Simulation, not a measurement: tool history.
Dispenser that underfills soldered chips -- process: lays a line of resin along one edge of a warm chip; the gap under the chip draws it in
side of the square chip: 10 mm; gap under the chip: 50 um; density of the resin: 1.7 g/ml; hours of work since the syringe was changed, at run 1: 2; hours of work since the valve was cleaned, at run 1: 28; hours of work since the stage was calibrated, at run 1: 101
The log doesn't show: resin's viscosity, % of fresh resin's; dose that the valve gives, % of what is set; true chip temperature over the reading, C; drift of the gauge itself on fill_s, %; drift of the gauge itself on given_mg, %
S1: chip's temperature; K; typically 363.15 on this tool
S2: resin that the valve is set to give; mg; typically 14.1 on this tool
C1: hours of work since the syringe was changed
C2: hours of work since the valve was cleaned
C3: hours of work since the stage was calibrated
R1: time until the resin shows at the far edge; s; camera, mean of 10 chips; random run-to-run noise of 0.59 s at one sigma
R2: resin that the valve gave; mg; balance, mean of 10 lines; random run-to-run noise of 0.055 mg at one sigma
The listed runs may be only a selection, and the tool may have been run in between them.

run 1 hour=0.0 | S1=363.15 S2=14.1 | C1=2 C2=28 C3=101 | R1=62.8 R2=13.79
-- hour=9.8 new syringe of resin
run 2 hour=10.2 | S1=363.15 S2=14.1 | C1=0 C2=34 C3=107 | R1=51.9 R2=13.79
run 3 hour=14.2 | S1=363.15 S2=14.1 | C1=3 C2=36 C3=109 | R1=65.4 R2=13.68
-- hour=22.7 new syringe of resin
run 4 hour=24.2 | S1=363.15 S2=14.1 | C1=1 C2=42 C3=115 | R1=55.7 R2=13.72
run 5 hour=29.4 | S1=363.15 S2=14.1 | C1=4 C2=46 C3=119 | R1=72.4 R2=13.51
run 6 hour=34.9 | S1=363.15 S2=16.8 | C1=8 C2=49 C3=122 | R1=97.5 R2=16.12
-- hour=35.6 new syringe of resin
-- hour=38.0 dispensing valve cleaned and set on the balance
run 7 hour=40.7 | S1=363.15 S2=15.2 | C1=3 C2=2 C3=125 | R1=64.1 R2=15.23
run 8 hour=45.4 | S1=352.15 S2=14.1 | C1=6 C2=5 C3=128 | R1=115.5 R2=14.15
-- hour=49.5 new syringe of resin
run 9 hour=55.8 | S1=353.15 S2=14.1 | C1=4 C2=11 C3=134 | R1=98.6 R2=14.02
-- hour=62.6 new syringe of resin
run 10 hour=62.7 | S1=353.15 S2=14.1 | C1=0 C2=15 C3=138 | R1=70.6 R2=13.86
run 11 hour=67.8 | S1=369.15 S2=14.1 | C1=3 C2=18 C3=141 | R1=58.1 R2=13.92
-- hour=76.0 new syringe of resin
run 12 hour=77.2 | S1=369.15 S2=14.1 | C1=1 C2=24 C3=147 | R1=46.5 R2=13.93
run 13 hour=82.4 | S1=369.15 S2=14.1 | C1=4 C2=27 C3=150 | R1=61.6 R2=13.76
-- hour=89.6 new syringe of resin
run 14 hour=92.1 | S1=369.15 S2=14.1 | C1=2 C2=33 C3=156 | R1=51.4 R2=13.67
run 15 hour=100.1 | S1=369.15 S2=14.1 | C1=7 C2=38 C3=161 | R1=78.3 R2=13.64
-- hour=103.0 new syringe of resin
run 16 hour=106.6 | S1=363.15 S2=14.1 | C1=2 C2=42 C3=165 | R1=64.3 R2=13.65
run 17 hour=110.8 | S1=362.15 S2=14.1 | C1=5 C2=45 C3=168 | R1=82.9 R2=13.66
-- hour=116.2 new syringe of resin
run 18 hour=116.5 | S1=362.15 S2=14.1 | C1=0 C2=48 C3=171 | R1=55.4 R2=13.66
-- hour=121.2 dispensing valve cleaned and set on the balance
run 19 hour=121.7 | S1=374.15 S2=14.1 | C1=3 C2=0 C3=174 | R1=48.0 R2=14.05
run 20 hour=128.5 | S1=352.15 S2=16.7 | C1=7 C2=5 C3=178 | R1=131.2 R2=16.79
-- hour=130.2 new syringe of resin
run 21 hour=136.5 | S1=377.15 S2=14.1 | C1=4 C2=9 C3=183 | R1=48.7 R2=14.02
run 22 hour=141.3 | S1=364.15 S2=12.1 | C1=7 C2=12 C3=186 | R1=92.1 R2=12.03
-- hour=143.6 new syringe of resin
run 23 hour=148.6 | S1=363.15 S2=16.2 | C1=3 C2=17 C3=190 | R1=66.7 R2=16.02
run 24 hour=154.1 | S1=376.15 S2=14.5 | C1=7 C2=20 C3=194 | R1=63.6 R2=14.37
-- hour=156.6 new syringe of resin
run 25 hour=160.5 | S1=365.15 S2=14.5 | C1=2 C2=24 C3=197 | R1=60.6 R2=14.31
run 26 hour=167.9 | S1=353.15 S2=13.5 | C1=7 C2=29 C3=202 | R1=128.8 R2=13.24
-- hour=169.9 new syringe of resin
run 27 hour=177.4 | S1=353.15 S2=13.5 | C1=5 C2=34 C3=208 | R1=109.4 R2=13.24
-- hour=183.0 new syringe of resin
run 28 hour=185.1 | S1=352.15 S2=12.6 | C1=1 C2=39 C3=212 | R1=83.1 R2=12.29
run 29 hour=195.0 | S1=378.15 S2=15.1 | C1=7 C2=45 C3=219 | R1=65.9 R2=14.62
-- hour=196.6 new syringe of resin
run 30 hour=201.4 | S1=378.15 S2=15.1 | C1=3 C2=49 C3=222 | R1=44.7 R2=14.50
-- hour=204.6 dispensing valve cleaned and set on the balance
run 31 hour=208.5 | S1=378.15 S2=15.1 | C1=7 C2=2 C3=226 | R1=62.4 R2=15.10
-- hour=210.6 new syringe of resin
run 32 hour=218.8 | S1=378.15 S2=15.1 | C1=5 C2=9 C3=232 | R1=54.0 R2=15.01
-- hour=223.9 new syringe of resin
run 33 hour=228.0 | S1=378.15 S2=15.1 | C1=3 C2=14 C3=238 | R1=43.0 R2=14.96
run 34 hour=236.1 | S1=362.15 S2=12.0 | C1=8 C2=19 C3=243 | R1=108.7 R2=11.83

Pick out some run-to-run changes in R1. Of each, how much would a tool without hidden state show as well, from the settings, what came in and chance, and how much is left for the hidden state and any gauge scatter not in both results compared?
Run 19 -> 20: S1 374.15 -> 352.15, S2 14.1 -> 16.7. R1 +83.2 s: hidden state +50.1, all else +33.1.
Run 20 -> 21: S1 352.15 -> 377.15, S2 16.7 -> 14.1, new syringe of resin. R1 -82.5 s: hidden state -47.1, all else -35.4.
Run 25 -> 26: S1 365.15 -> 353.15, S2 14.5 -> 13.5. R1 +68.2 s: hidden state +48.0, all else +20.2.
